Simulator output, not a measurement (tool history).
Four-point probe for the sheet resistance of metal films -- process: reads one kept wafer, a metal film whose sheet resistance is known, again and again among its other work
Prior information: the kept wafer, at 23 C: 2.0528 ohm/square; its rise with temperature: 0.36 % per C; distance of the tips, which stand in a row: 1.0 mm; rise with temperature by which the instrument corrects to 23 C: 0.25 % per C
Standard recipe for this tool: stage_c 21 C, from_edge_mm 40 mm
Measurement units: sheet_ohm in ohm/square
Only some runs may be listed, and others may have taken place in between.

run    hour  stage_c  from_edge_mm  sheet_ohm
  1       0       21            40   2.052738
  2    27.1       21            45   2.051934
  3    64.3       21            40   2.053045
  4    95.8       21            73   2.051276
  5     136       21            40   2.051445
  6   171.2       21            54   2.051713
  7   203.6       21             6   2.080698
  8   226.9       21             6   2.081424
  9   251.6       21            40   2.051167
 10   289.2       21            40   2.050757
 11   312.6       21            40   2.050485
 12   355.2       33            40   2.074963
 13   379.3       33            40   2.075632
 14   407.4       21            40    2.04948
 15   438.1       21            40   2.048474
 16     457       21            40   2.049404
 17   495.7       21            10   2.059598
 18   526.1       21            11   2.056389
 19   545.8       21             9   2.060808
 20   564.2       21             9   2.060325
 21   599.6       21            40   2.048087
 22   635.9       21            40   2.047284
 23   672.6       20            40    2.04498
 24   696.9       30             3   2.181435
 25   731.4       25            21   2.056872
 26     771       25            21   2.056333
 27   809.5       25            21   2.056251
 28   847.2       19            11   2.049357
 29   875.4       34             7   2.094498
 30     909       23            12   2.055995
 31   940.2       23            12   2.055088
 32   969.4       23            12   2.055748
 33   997.7       26             9   2.067724
 34  1042.3       26             9   2.068097
 35    1079       19            18   2.041339
 36  1100.6       26            10    2.06443
 37  1128.7       26            10   2.064317
 38  1163.2       26            12   2.059854
 39    1192       26            12   2.059812
 40  1220.6       26            12   2.059911
 41  1254.9       26            12    2.05885
 42  1283.7       26            12   2.059011
       1308  -- new probe head fitted
 43  1308.6       26            12   2.059028
 44  1328.6       26            12   2.058351
 45  1356.7       33            14   2.071449
 46  1399.9       23            40   2.045013

Here are 3 independent what-if runs from the current tool condition. What would each one return?
  A  1424.5       24            18          ?
  B  1424.5       24             5          ?
  C  1424.5       27            62          ?

run  sheet_ohm
  A   2.050023
  B   2.089158
  C   2.053116
What these runs would have given with no unlogged condition in the tool:
run  sheet_ohm
  A    2.05882
  B   2.098104
  C   2.061965

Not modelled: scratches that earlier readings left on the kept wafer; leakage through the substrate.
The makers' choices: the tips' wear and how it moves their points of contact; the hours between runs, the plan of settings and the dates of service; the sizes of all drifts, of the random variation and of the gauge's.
